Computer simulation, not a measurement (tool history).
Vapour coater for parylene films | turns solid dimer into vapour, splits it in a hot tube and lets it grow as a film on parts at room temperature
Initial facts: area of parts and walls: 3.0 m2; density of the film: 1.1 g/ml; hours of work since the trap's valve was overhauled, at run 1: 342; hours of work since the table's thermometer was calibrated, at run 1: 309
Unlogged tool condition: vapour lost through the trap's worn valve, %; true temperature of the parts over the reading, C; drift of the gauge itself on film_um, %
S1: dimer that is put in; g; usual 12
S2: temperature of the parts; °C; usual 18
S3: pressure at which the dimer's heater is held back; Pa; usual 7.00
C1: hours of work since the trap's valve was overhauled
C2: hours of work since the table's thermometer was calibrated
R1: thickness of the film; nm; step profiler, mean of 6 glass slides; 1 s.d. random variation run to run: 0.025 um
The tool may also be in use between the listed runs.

| run | hour | S1 | S2 | S3 | C1 | C2 | R1 |
|---|---|---|---|---|---|---|---|
| 1 | 0.0 | 12 | 18 | 7.00 | 342 | 309 | 1940 |
| 2 | 34.0 | 12 | 18 | 7.00 | 364 | 330 | 1940 |
| 3 | 75.6 | 12 | 18 | 7.00 | 390 | 356 | 1990 |
| 4 | 117.9 | 12 | 18 | 5.05 | 416 | 383 | 2040 |
|  | 146.8 | trap's valve overhauled |
| 5 | 158.5 | 8 | 18 | 7.00 | 7 | 406 | 1380 |
| 6 | 216.8 | 12 | 18 | 7.00 | 44 | 442 | 1990 |
| 7 | 271.8 | 12 | 18 | 7.00 | 78 | 476 | 1960 |
| 8 | 300.4 | 12 | 18 | 7.00 | 96 | 494 | 2020 |
| 9 | 340.0 | 12 | 18 | 7.00 | 121 | 519 | 1940 |
| 10 | 395.9 | 12 | 24 | 7.00 | 156 | 554 | 1570 |
| 11 | 444.7 | 12 | 24 | 7.00 | 186 | 585 | 1540 |
| 12 | 496.4 | 13 | 18 | 6.65 | 219 | 617 | 2160 |
| 13 | 540.9 | 13 | 18 | 6.65 | 246 | 645 | 2180 |
| 14 | 571.4 | 16 | 16 | 2.18 | 265 | 664 | 3470 |

What if the next run were any one of these 4? Each begins from the tool's condition after run 14:
| A | 629.9 | 16 | 11 | 2.18 | 302 | 700 | ? |
| B | 629.9 | 14 | 16 | 9.90 | 302 | 700 | ? |
| C | 629.9 | 16 | 27 | 2.40 | 302 | 700 | ? |
| D | 629.9 | 14 | 13 | 5.46 | 302 | 700 | ? |

| run | R1 |
|---|---|
| A | 4060 |
| B | 2350 |
| C | 2230 |
| D | 2900 |
Without the tool's unlogged condition, the same runs would have read:
| run | R1 |
|---|---|
| A | 4070 |
| B | 2360 |
| C | 2230 |
| D | 2910 |
